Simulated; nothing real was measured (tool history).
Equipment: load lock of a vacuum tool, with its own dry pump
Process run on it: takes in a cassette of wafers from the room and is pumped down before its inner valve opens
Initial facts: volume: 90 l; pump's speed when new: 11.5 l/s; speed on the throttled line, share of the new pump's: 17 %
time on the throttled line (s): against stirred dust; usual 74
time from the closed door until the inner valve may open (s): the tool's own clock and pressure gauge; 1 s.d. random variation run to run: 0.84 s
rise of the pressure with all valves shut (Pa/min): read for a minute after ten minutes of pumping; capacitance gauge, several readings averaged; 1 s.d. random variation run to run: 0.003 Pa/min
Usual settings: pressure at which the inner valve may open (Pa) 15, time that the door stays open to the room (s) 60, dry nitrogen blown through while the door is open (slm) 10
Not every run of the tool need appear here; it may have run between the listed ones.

| run | hour | time on the throttled line (s) | pressure at which the inner valve may open (Pa) | time that the door stays open to the room (s) | dry nitrogen blown through while the door is open (slm) | incoming humidity of the room's air, % | time from the closed door until the inner valve may open (s) | rise of the pressure with all valves shut (Pa/min) |
|---|---|---|---|---|---|---|---|---|
| 1 | 0.0 | 74 | 15 | 60 | 10 | 48.0 | 135.7 | 0.025 |
| 2 | 280.8 | 74 | 15 | 60 | 10 | 45.6 | 138.0 | 0.022 |
| 3 | 520.4 | 74 | 15 | 60 | 10 | 43.7 | 135.8 | 0.026 |
| 4 | 764.1 | 74 | 15 | 60 | 10 | 46.5 | 137.6 | 0.029 |
| 5 | 890.3 | 74 | 15 | 60 | 10 | 45.1 | 137.9 | 0.028 |
| 6 | 1037.5 | 74 | 15 | 60 | 10 | 44.4 | 139.0 | 0.025 |
| 7 | 1172.0 | 74 | 15 | 60 | 10 | 41.6 | 137.0 | 0.022 |
| 8 | 1316.6 | 117 | 20 | 49 | 10 | 45.4 | 169.5 | 0.033 |
| 9 | 1476.8 | 117 | 20 | 49 | 10 | 46.8 | 170.4 | 0.027 |
| 10 | 1732.5 | 117 | 20 | 135 | 10 | 43.6 | 170.4 | 0.035 |
| 11 | 1966.8 | 117 | 20 | 135 | 10 | 44.3 | 171.1 | 0.035 |
| 12 | 2222.9 | 78 | 20 | 135 | 10 | 45.4 | 138.7 | 0.035 |

Branching from run 12: 4 alternative next runs. What would each branch give?
| A | 2445.6 | 50 | 17 | 144 | 10 | 44.6 | ? | ? |
| B | 2445.6 | 46 | 20 | 34 | 16 | 45.2 | ? | ? |
| C | 2445.6 | 89 | 20 | 75 | 44 | 45.3 | ? | ? |
| D | 2445.6 | 78 | 20 | 55 | 10 | 43.9 | ? | ? |

| run | time from the closed door until the inner valve may open (s) | rise of the pressure with all valves shut (Pa/min) |
|---|---|---|
| A | 118.5 | 0.037 |
| B | 113.8 | 0.031 |
| C | 148.2 | 0.022 |
| D | 138.6 | 0.036 |
Without the tool's hidden state the same runs would have given:
| run | time from the closed door until the inner valve may open (s) | rise of the pressure with all valves shut (Pa/min) |
|---|---|---|
| A | 110.1 | 0.023 |
| B | 105.5 | 0.017 |
| C | 141.0 | 0.009 |
| D | 131.1 | 0.022 |
